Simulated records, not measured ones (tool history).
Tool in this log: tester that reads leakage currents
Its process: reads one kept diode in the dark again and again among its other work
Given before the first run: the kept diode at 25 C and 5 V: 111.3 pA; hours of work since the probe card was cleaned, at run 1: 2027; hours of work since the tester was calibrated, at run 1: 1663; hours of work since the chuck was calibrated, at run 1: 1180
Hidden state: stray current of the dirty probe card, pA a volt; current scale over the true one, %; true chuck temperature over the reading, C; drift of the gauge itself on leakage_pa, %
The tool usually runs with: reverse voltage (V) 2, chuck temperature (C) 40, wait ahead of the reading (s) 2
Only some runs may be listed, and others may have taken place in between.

run,hour,reverse voltage (V),chuck temperature (C),wait ahead of the reading (s),hours of work since the probe card was cleaned,hours of work since the tester was calibrated,hours of work since the chuck was calibrated,current that the tester gives (pA)
1,0,2,40,2,2027,1663,1180,252.21
2,107.4,2,40,2,2091,1728,1244,251.21
3,177.1,2,40,2,2133,1770,1286,254.01
4,313.4,2,40,2,2215,1851,1368,251.61
5,396.8,2,40,2,2265,1901,1418,251.73
6,516.6,2,40,2,2336,1973,1490,251.77
7,618.1,2,40,2,2397,2034,1551,251.77
# hour 644.7: chuck's temperature calibrated
# hour 714.8: probe card cleaned and baked
8,767.1,2,40,2,31,2121,72,252.61
9,902.6,2,40,2,113,2202,153,252.04
10,984.1,2,40,2,162,2251,202,252.63
11,1055.7,12.83,38,2,205,2294,245,424.41
12,1176.7,12.83,38,2,277,2366,317,425.75
13,1253.6,12.83,38,2,323,2413,364,426.03
14,1380.5,2,40,0.82,399,2489,440,253.2
15,1494.9,2,36,2,468,2557,508,188.91
16,1561.6,2.31,36,0.47,508,2597,548,199
17,1654.4,6.31,27,0.47,564,2653,604,144.87
18,1743.7,6.31,27,0.47,617,2707,658,144.09
19,1863.4,12.84,25,0.47,689,2778,729,161.52

3 ways to go on from here, each from the tool as it stands after run 19. What would each give?
A,1929.4,10.47,29,4.33,729,2818,769,?
B,1929.4,2,40,0.91,729,2818,769,?
C,1929.4,3.05,40,2,729,2818,769,?

run,current that the tester gives (pA)
A,199.76
B,251.79
C,295.27
With no hidden state in the tool, these same runs would have given:
run,current that the tester gives (pA)
A,199.63
B,251.73
C,295.2
